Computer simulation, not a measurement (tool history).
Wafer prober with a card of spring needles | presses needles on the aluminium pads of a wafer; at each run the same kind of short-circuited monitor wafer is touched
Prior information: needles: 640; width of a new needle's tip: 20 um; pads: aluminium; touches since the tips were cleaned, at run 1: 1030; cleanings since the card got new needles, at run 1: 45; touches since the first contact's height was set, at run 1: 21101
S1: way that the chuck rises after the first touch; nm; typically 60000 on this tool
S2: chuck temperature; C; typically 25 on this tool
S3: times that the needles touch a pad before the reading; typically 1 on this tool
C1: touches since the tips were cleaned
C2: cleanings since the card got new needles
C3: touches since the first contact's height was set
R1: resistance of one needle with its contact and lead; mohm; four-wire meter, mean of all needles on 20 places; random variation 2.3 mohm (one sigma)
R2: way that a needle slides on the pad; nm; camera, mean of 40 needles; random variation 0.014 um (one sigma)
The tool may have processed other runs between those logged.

run 1 hour=0 | S1=60000 S2=25 S3=1 | C1=1030 C2=45 C3=21101 | R1=476 R2=15540
-- hour=15.4 tips cleaned on abrasive film
run 2 hour=29.7 | S1=60000 S2=25 S3=1 | C1=7928 C2=46 C3=37571 | R1=783 R2=15530
-- hour=33.8 tips cleaned on abrasive film
-- hour=51.4 tips cleaned on abrasive film
-- hour=69.3 tips cleaned on abrasive film
run 3 hour=78.4 | S1=60000 S2=25 S3=1 | C1=5055 C2=49 C3=64514 | R1=787 R2=15460
-- hour=86.5 tips cleaned on abrasive film
-- hour=106 tips cleaned on abrasive film
-- hour=122.5 tips cleaned on abrasive film
run 4 hour=122.5 | S1=60000 S2=25 S3=1 | C1=0 C2=52 C3=88936 | R1=306 R2=15420
-- hour=142.6 tips cleaned on abrasive film
-- hour=161.1 tips cleaned on abrasive film
run 5 hour=168.9 | S1=60000 S2=25 S3=1 | C1=4384 C2=54 C3=114683 | R1=794 R2=15410
-- hour=180.9 tips cleaned on abrasive film
-- hour=201.1 tips cleaned on abrasive film
-- hour=219.7 tips cleaned on abrasive film
run 6 hour=219.7 | S1=60000 S2=25 S3=1 | C1=0 C2=57 C3=142810 | R1=289 R2=15350
-- hour=232.1 height of the first contact set anew
-- hour=240.2 tips cleaned on abrasive film
run 7 hour=254 | S1=60000 S2=25 S3=1 | C1=7689 C2=58 C3=12150 | R1=784 R2=15570
-- hour=258.1 tips cleaned on abrasive film
-- hour=276.9 tips cleaned on abrasive film
-- hour=295.5 tips cleaned on abrasive film
-- hour=314.3 tips cleaned on abrasive film
run 8 hour=317.7 | S1=60000 S2=25 S3=1 | C1=1892 C2=62 C3=47435 | R1=642 R2=15480
-- hour=333.2 tips cleaned on abrasive film
-- hour=349.3 tips cleaned on abrasive film
-- hour=368.2 tips cleaned on abrasive film
-- hour=384.6 tips cleaned on abrasive film
run 9 hour=384.6 | S1=60000 S2=25 S3=3 | C1=0 C2=66 C3=84444 | R1=276 R2=15430
-- hour=400.7 tips cleaned on abrasive film
run 10 hour=413.6 | S1=60000 S2=25 S3=3 | C1=7185 C2=67 C3=100551 | R1=456 R2=15410
-- hour=417.7 tips cleaned on abrasive film
-- hour=437.7 tips cleaned on abrasive film
-- hour=456.7 tips cleaned on abrasive film
run 11 hour=469.3 | S1=60000 S2=25 S3=3 | C1=7047 C2=70 C3=131412 | R1=460 R2=15340
-- hour=476.2 tips cleaned on abrasive film
-- hour=496.2 tips cleaned on abrasive film
-- hour=502.9 height of the first contact set anew
-- hour=515 tips cleaned on abrasive film
run 12 hour=515.9 | S1=60000 S2=25 S3=3 | C1=537 C2=73 C3=7202 | R1=315 R2=15540
-- hour=534.7 tips cleaned on abrasive film
-- hour=553.6 tips cleaned on abrasive film
run 13 hour=558.8 | S1=60000 S2=25 S3=2 | C1=2914 C2=75 C3=30958 | R1=569 R2=15530
-- hour=569.9 tips cleaned on abrasive film
-- hour=588.5 tips cleaned on abrasive film
run 14 hour=590.4 | S1=60000 S2=25 S3=1 | C1=1030 C2=77 C3=48452 | R1=566 R2=15490
-- hour=605.2 tips cleaned on abrasive film
-- hour=624.4 tips cleaned on abrasive film
-- hour=641.5 tips cleaned on abrasive film
run 15 hour=650.6 | S1=60000 S2=45 S3=1 | C1=5077 C2=80 C3=81815 | R1=803 R2=15470
-- hour=658.7 tips cleaned on abrasive film
-- hour=678.1 tips cleaned on abrasive film
-- hour=697.7 tips cleaned on abrasive film
run 16 hour=698.3 | S1=60000 S2=45 S3=1 | C1=362 C2=83 C3=108221 | R1=420 R2=15390
-- hour=716.5 tips cleaned on abrasive film
-- hour=736.6 tips cleaned on abrasive film
-- hour=754.2 tips cleaned on abrasive film
run 17 hour=764.4 | S1=60000 S2=45 S3=1 | C1=5690 C2=86 C3=144856 | R1=799 R2=15360

Estimate the outcome of run 18 from the log above:
-- hour=772.5 tips cleaned on abrasive film
-- hour=772.8 height of the first contact set anew
-- hour=791.6 tips cleaned on abrasive film
run 18 hour=794.7 | S1=60000 S2=100 S3=1 | C1=1683 C2=88 C3=12118 | R1=? R2=?

{"run 18": {"R1": 651, "R2": 15540}}
The same run, on a tool lacking any hidden state, would have yielded R1 279 mohm, R2 15560 nm.

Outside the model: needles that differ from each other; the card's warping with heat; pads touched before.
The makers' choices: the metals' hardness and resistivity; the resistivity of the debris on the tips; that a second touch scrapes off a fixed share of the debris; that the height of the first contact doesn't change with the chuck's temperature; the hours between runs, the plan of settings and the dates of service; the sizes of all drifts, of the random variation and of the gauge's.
